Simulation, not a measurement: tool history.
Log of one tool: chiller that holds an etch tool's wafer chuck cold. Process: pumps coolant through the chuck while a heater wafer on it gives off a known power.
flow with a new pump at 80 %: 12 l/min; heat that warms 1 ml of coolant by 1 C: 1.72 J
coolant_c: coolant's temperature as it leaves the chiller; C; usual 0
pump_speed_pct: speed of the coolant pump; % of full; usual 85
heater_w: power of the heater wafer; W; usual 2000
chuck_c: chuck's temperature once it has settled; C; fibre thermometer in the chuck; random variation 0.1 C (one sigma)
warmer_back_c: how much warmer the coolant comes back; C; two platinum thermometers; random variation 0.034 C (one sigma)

| run | hour | coolant_c | pump_speed_pct | heater_w | chuck_c | warmer_back_c |
|---|---|---|---|---|---|---|
| 1 | 0 | 0 | 85 | 2000 | 15.9 | 5.71 |
| 2 | 53 | 0 | 85 | 2788 | 22.3 | 7.99 |
| 3 | 92.9 | 0 | 85 | 2788 | 22.2 | 8.04 |
|  | 108.1 | coolant changed, channels flushed |
| 4 | 145.2 | 0 | 85 | 2000 | 13.8 | 5.77 |
| 5 | 174.1 | 0 | 85 | 2000 | 13.7 | 5.84 |
| 6 | 231.5 | 0 | 85 | 2000 | 13.8 | 5.81 |
| 7 | 279.5 | 0 | 85 | 2006 | 13.9 | 5.79 |
|  | 286.5 | chiller's thermometer calibrated |
| 8 | 340.1 | -10 | 85 | 2006 | 3.9 | 5.8 |
| 9 | 369.3 | -9 | 71 | 1854 | 6 | 6.42 |
| 10 | 425.1 | -9 | 71 | 1854 | 6 | 6.39 |
| 11 | 469.3 | 0 | 95 | 2772 | 17.8 | 7.22 |
| 12 | 513.6 | 7 | 71 | 2092 | 24.1 | 7.24 |
|  | 572.6 | chiller's thermometer calibrated, once more |
| 13 | 575.2 | 7 | 71 | 2092 | 24.1 | 7.28 |
| 14 | 613.6 | -7 | 85 | 2930 | 13.5 | 8.56 |
| 15 | 665.4 | -7 | 67 | 2930 | 18.2 | 10.74 |

Forecast each of these 4 alternatives for the next run:
| A | 703.2 | -1 | 73 | 1335 | ? | ? |
| B | 703.2 | 6 | 80 | 1030 | ? | ? |
| C | 703.2 | 9 | 77 | 2606 | ? | ? |
| D | 703.2 | -4 | 67 | 1472 | ? | ? |

| run | chuck_c | warmer_back_c |
|---|---|---|
| A | 9.8 | 4.48 |
| B | 13.5 | 3.2 |
| C | 28.8 | 8.37 |
| D | 8.6 | 5.43 |
Without the tool's hidden state the same runs would have given:
| run | chuck_c | warmer_back_c |
|---|---|---|
| A | 9.1 | 4.19 |
| B | 13.1 | 3 |
| C | 27.5 | 7.83 |
| D | 7.8 | 5.09 |

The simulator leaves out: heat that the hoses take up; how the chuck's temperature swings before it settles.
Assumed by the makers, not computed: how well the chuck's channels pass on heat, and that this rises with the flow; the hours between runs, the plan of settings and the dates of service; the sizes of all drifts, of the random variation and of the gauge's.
